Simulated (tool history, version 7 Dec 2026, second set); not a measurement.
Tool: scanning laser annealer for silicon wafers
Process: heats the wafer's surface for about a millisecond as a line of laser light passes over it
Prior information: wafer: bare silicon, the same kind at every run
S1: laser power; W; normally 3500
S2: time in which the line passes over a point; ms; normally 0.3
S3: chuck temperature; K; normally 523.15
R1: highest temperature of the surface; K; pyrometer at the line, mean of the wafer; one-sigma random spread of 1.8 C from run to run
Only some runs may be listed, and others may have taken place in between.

run	hour	S1	S2	S3	R1
1	0	3500	0.3	523.15	1316.15
2	46.2	3500	0.3	523.15	1316.15
3	125.6	3500	0.3	523.15	1316.15
4	184.6	3500	0.3	523.15	1313.15
5	229.7	3384	0.3	523.15	1290.15
# hour 280.3: window over the wafer cleaned
6	289.4	3384	0.3	523.15	1289.15
7	342.8	3612	0.3	523.15	1340.15
8	401.3	3612	0.3	493.15	1309.15
9	452.3	3612	0.3	524.15	1340.15
10	492.9	3500	0.3	523.15	1315.15
11	575.4	3500	0.3	523.15	1313.15
12	617.1	3500	0.3	523.15	1315.15
13	700	3500	0.3	523.15	1314.15
14	775	3500	0.3	523.15	1316.15
15	855.9	3500	0.295	523.15	1306.15
16	915.3	3500	0.295	523.15	1309.15
# hour 922.4: window over the wafer cleaned
17	1002.5	3500	0.295	523.15	1307.15
18	1052.2	3500	0.295	523.15	1312.15
19	1088.6	3135	0.265	532.15	1207.15
20	1136	3788	0.234	516.15	1275.15
21	1209.6	3788	0.234	516.15	1268.15
22	1263.4	3402	0.324	516.15	1316.15
23	1321.1	3759	0.345	503.15	1411.15
24	1387.7	3435	0.289	487.15	1254.15
25	1455.7	3175	0.289	487.15	1200.15
26	1514.9	3771	0.3	523.15	1369.15
# hour 1566.2: window over the wafer cleaned
27	1593.4	3702	0.331	523.15	1399.15
28	1668.4	3133	0.3	523.15	1236.15
29	1733.9	3234	0.236	490.15	1143.15
30	1800.9	3722	0.316	553.15	1413.15
31	1885.8	3292	0.212	485.15	1118.15
32	1959	3464	0.222	531.15	1205.15
33	2026.6	3333	0.216	486.15	1127.15
34	2110.4	3333	0.216	486.15	1129.15
# hour 2188.2: optics aligned, line set to its width
35	2188.2	3500	0.29	529.15	1307.15

Branching from run 35: 3 alternative next runs. What would each branch give?
# hour 2213.1: window over the wafer cleaned
A	2262.2	3804	0.29	529.15	?
# hour 2213.1: window over the wafer cleaned
B	2262.2	3463	0.29	523.15	?
# hour 2213.1: window over the wafer cleaned
C	2262.2	3714	0.345	540.15	?

run	R1
A	1372.15
B	1294.15
C	1439.15
Without the tool's unlogged condition, the same runs would have read:
run	R1
A	1372.15
B	1294.15
C	1439.15
